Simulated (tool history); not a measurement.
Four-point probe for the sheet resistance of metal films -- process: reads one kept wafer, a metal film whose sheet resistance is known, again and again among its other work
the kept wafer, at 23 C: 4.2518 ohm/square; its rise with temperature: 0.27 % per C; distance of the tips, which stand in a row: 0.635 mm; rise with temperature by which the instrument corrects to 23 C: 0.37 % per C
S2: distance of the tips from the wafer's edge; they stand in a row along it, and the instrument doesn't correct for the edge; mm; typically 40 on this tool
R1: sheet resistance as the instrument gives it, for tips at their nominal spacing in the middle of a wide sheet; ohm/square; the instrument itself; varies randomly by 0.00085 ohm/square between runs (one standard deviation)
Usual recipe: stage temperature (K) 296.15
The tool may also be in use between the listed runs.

Run 1, hour 0.0: usual settings. Result: R1 4.251872 ohm/square.
Run 2, hour 31.2: usual settings but S2 53 mm. Result: R1 4.252079 ohm/square.
Run 3, hour 66.7: usual settings. Result: R1 4.252588 ohm/square.
Run 4, hour 90.1: usual settings. Result: R1 4.253342 ohm/square.
Run 5, hour 113.0: usual settings but S2 8 mm. Result: R1 4.266117 ohm/square.
Run 6, hour 137.1: usual settings but S2 8 mm. Result: R1 4.267232 ohm/square.
Run 7, hour 181.6: usual settings but S2 8 mm. Result: R1 4.266054 ohm/square.
Run 8, hour 208.9: usual settings. Result: R1 4.252391 ohm/square.
Run 9, hour 236.8: usual settings. Result: R1 4.252234 ohm/square.
Run 10, hour 259.4: usual settings. Result: R1 4.252265 ohm/square.
Run 11, hour 300.5: usual settings. Result: R1 4.252337 ohm/square.
Run 12, hour 319.9: usual settings. Result: R1 4.251561 ohm/square.
Run 13, hour 362.4: usual settings. Result: R1 4.251403 ohm/square.
Run 14, hour 381.1: usual settings. Result: R1 4.251404 ohm/square.
Run 15, hour 423.5: usual settings. Result: R1 4.253455 ohm/square.
Run 16, hour 456.8: usual settings. Result: R1 4.252828 ohm/square.
Run 17, hour 476.2: usual settings but stage temperature (K) 294.15. Result: R1 4.260168 ohm/square.
Run 18, hour 496.5: usual settings but stage temperature (K) 294.15. Result: R1 4.259931 ohm/square.
Run 19, hour 519.7: usual settings. Result: R1 4.251504 ohm/square.
Run 20, hour 541.2: usual settings. Result: R1 4.251342 ohm/square.
Run 21, hour 570.5: usual settings but S2 44 mm. Result: R1 4.252310 ohm/square.
Run 22, hour 598.2: usual settings but S2 44 mm. Result: R1 4.252433 ohm/square.
Run 23, hour 638.8: usual settings but stage temperature (K) 298.15, S2 49 mm. Result: R1 4.243839 ohm/square.
Run 24, hour 675.7: usual settings but S2 49 mm. Result: R1 4.253445 ohm/square.
Run 25, hour 718.8: usual settings but stage temperature (K) 305.15, S2 59 mm. Result: R1 4.214600 ohm/square.
Run 26, hour 758.0: usual settings but stage temperature (K) 293.15, S2 39 mm. Result: R1 4.265030 ohm/square.
Run 27, hour 797.4: usual settings but stage temperature (K) 305.15, S2 20 mm. Result: R1 4.217864 ohm/square.
Run 28, hour 838.0: usual settings but stage temperature (K) 292.15, S2 5 mm. Result: R1 4.306828 ohm/square.
Run 29, hour 872.2: usual settings but stage temperature (K) 299.15. Result: R1 4.239324 ohm/square.
Run 30, hour 895.9: usual settings but stage temperature (K) 299.15. Result: R1 4.240448 ohm/square.
Run 31, hour 922.5: usual settings but stage temperature (K) 299.15. Result: R1 4.239770 ohm/square.
Run 32, hour 946.1: usual settings but stage temperature (K) 302.15. Result: R1 4.227954 ohm/square.
Run 33, hour 965.4: usual settings but stage temperature (K) 307.15. Result: R1 4.208376 ohm/square.
Run 34, hour 1006.2: usual settings but stage temperature (K) 300.15, S2 7 mm. Result: R1 4.255083 ohm/square.
Run 35, hour 1036.7: usual settings but stage temperature (K) 291.15, S2 69 mm. Result: R1 4.274400 ohm/square.
Run 36, hour 1059.8: usual settings but stage temperature (K) 292.15, S2 41 mm. Result: R1 4.269186 ohm/square.
Run 37, hour 1100.9: usual settings but stage temperature (K) 292.15, S2 41 mm. Result: R1 4.269760 ohm/square.
Run 38, hour 1130.2: usual settings but stage temperature (K) 295.15, S2 26 mm. Result: R1 4.257470 ohm/square.
Run 39, hour 1174.2: usual settings but stage temperature (K) 295.15, S2 56 mm. Result: R1 4.256356 ohm/square.
Run 40, hour 1207.1: usual settings but stage temperature (K) 302.15, S2 20 mm. Result: R1 4.230393 ohm/square.
Run 41, hour 1227.5: usual settings but stage temperature (K) 302.15, S2 20 mm. Result: R1 4.229464 ohm/square.
Run 42, hour 1250.7: usual settings but stage temperature (K) 292.15, S2 20 mm. Result: R1 4.271316 ohm/square.
Run 43, hour 1270.6: usual settings but stage temperature (K) 306.15, S2 20 mm. Result: R1 4.212554 ohm/square.
Run 44, hour 1303.3: usual settings but S2 6 mm. Result: R1 4.277306 ohm/square.

Predict each of these 5 candidate next runs independently; none follows another, all start after run 44:
Run A, hour 1329.6: usual settings but stage temperature (K) 293.15, S2 6 mm. Result: R1 ?.
Run B, hour 1329.6: usual settings but stage temperature (K) 305.15, S2 7 mm. Result: R1 ?.
Run C, hour 1329.6: usual settings but stage temperature (K) 294.15, S2 12 mm. Result: R1 ?.
Run D, hour 1329.6: usual settings but stage temperature (K) 307.15, S2 20 mm. Result: R1 ?.
Run E, hour 1329.6: usual settings but stage temperature (K) 303.15, S2 12 mm. Result: R1 ?.

run        R1
  A  4.289857
  B  4.234244
  C  4.265730
  D  4.208110
  E  4.229483
What these runs would have given with no unlogged condition in the tool:
run        R1
  A  4.289666
  B  4.234057
  C  4.265540
  D  4.207924
  E  4.229295
